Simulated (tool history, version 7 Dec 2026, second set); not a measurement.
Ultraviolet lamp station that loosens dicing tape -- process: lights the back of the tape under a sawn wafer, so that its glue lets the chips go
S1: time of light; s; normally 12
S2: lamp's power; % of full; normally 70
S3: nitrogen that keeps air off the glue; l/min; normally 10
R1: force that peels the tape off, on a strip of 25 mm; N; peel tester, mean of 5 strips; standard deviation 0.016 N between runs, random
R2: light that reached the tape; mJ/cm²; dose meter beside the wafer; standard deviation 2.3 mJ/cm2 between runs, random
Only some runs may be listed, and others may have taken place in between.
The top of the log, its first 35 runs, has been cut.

{"run": 36, "day": 61.258, "S1": 12, "S2": 70, "S3": 8, "R1": 0.836, "R2": 248}
{"run": 37, "day": 63.075, "S1": 10, "S2": 85, "S3": 7, "R1": 0.886, "R2": 243}
{"day": 63.288, "done": "window cleaned of glue's vapour"}
{"run": 38, "day": 65.442, "S1": 10, "S2": 85, "S3": 7, "R1": 0.904, "R2": 247}
{"run": 39, "day": 67.404, "S1": 8, "S2": 93, "S3": 10, "R1": 0.921, "R2": 216}
{"run": 40, "day": 68.592, "S1": 7, "S2": 69, "S3": 10, "R1": 1.64, "R2": 140}
{"run": 41, "day": 70.592, "S1": 7, "S2": 95, "S3": 4, "R1": 1.711, "R2": 195}
{"run": 42, "day": 71.771, "S1": 13, "S2": 95, "S3": 5, "R1": 0.551, "R2": 354}
{"run": 43, "day": 73.567, "S1": 16, "S2": 70, "S3": 3, "R1": 0.975, "R2": 325}

3 ways to go on from here, each from the tool as it stands after run 43. What would each give?
{"run": "A", "day": 74.554, "S1": 8, "S2": 60, "S3": 8, "R1": "?", "R2": "?"}
{"run": "B", "day": 74.554, "S1": 22, "S2": 62, "S3": 3, "R1": "?", "R2": "?"}
{"run": "C", "day": 74.554, "S1": 12, "S2": 83, "S3": 14, "R1": "?", "R2": "?"}

run=A R1=1.865 R2=138
run=B R1=0.699 R2=395
run=C R1=0.440 R2=290
The same runs, with their run-to-run variation unchanged, on a tool lacking any hidden condition would have given:
run=A R1=1.860 R2=138
run=B R1=0.696 R2=396
run=C R1=0.438 R2=290
